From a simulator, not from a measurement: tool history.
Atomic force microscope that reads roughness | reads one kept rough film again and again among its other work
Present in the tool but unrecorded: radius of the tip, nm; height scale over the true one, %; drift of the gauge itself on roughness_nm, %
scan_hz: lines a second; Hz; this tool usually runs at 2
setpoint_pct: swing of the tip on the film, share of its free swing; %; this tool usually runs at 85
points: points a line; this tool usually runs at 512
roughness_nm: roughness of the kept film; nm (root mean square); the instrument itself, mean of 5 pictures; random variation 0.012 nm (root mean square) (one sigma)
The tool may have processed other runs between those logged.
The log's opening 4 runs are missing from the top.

run    hour  scan_hz  setpoint_pct  points  pictures with this tip  hours of work since the height scale was calibrated  roughness_nm
  5   174.4        2            85     512                     323                                                  627         2.874
      198.1  -- new tip fitted
  6   223.6     1.83            85     512                      39                                                  651         2.935
  7   262.9        2            85     512                      98                                                  671         2.867
  8   305.3        2            85     512                     162                                                  691         2.882
  9   338.3        2            85     512                     211                                                  708         2.885
 10   378.2        2            85     512                     271                                                  727         2.885
 11   400.9        2            85     512                     305                                                  738         2.901
      436.7  -- new tip fitted
 12   441.3        2            85     512                       6                                                  758         2.896
 13   482.3     0.93            85     512                      68                                                  778         3.284
 14   533.9        2            85     512                     146                                                  804         2.884
 15   570.1        2            84     512                     200                                                  821         2.877
 16   616.1        2            84     512                     270                                                  844         2.901
 17   656.9        2            85     512                     331                                                  864         2.856
      674.9  -- new tip fitted
 18   695.4        2            85     985                      31                                                  883         2.901
 19     730     3.09            68     914                      83                                                  900          3.14
 20   775.1     2.18            62     316                     151                                                  922         3.349
 21   815.5     3.94            80     293                     212                                                  942         2.526
 22   858.6     3.94            80     293                     277                                                  963         2.506
 23   893.2     3.94            80     293                     329                                                  980         2.504
      912.6  -- new tip fitted
 24   933.5     0.79            56     378                      32                                                 1000         3.603
 25   960.8     0.79            56     378                      73                                                 1013         3.587
 26   999.6     0.79            56     378                     131                                                 1032         3.591
 27  1028.7     0.79            56     404                     175                                                 1046         3.604
 28  1077.9     0.96            72     594                     249                                                 1071         3.478

Run 29 comes next. What will it give?
 29  1112.3     0.63            65     946                     301                                                 1088             ?

roughness_nm: 3.601 nm (root mean square)
Take away the tool's hidden state, keep the run-to-run variation as it was, and the same run would have given roughness_nm 3.614 nm (root mean square).

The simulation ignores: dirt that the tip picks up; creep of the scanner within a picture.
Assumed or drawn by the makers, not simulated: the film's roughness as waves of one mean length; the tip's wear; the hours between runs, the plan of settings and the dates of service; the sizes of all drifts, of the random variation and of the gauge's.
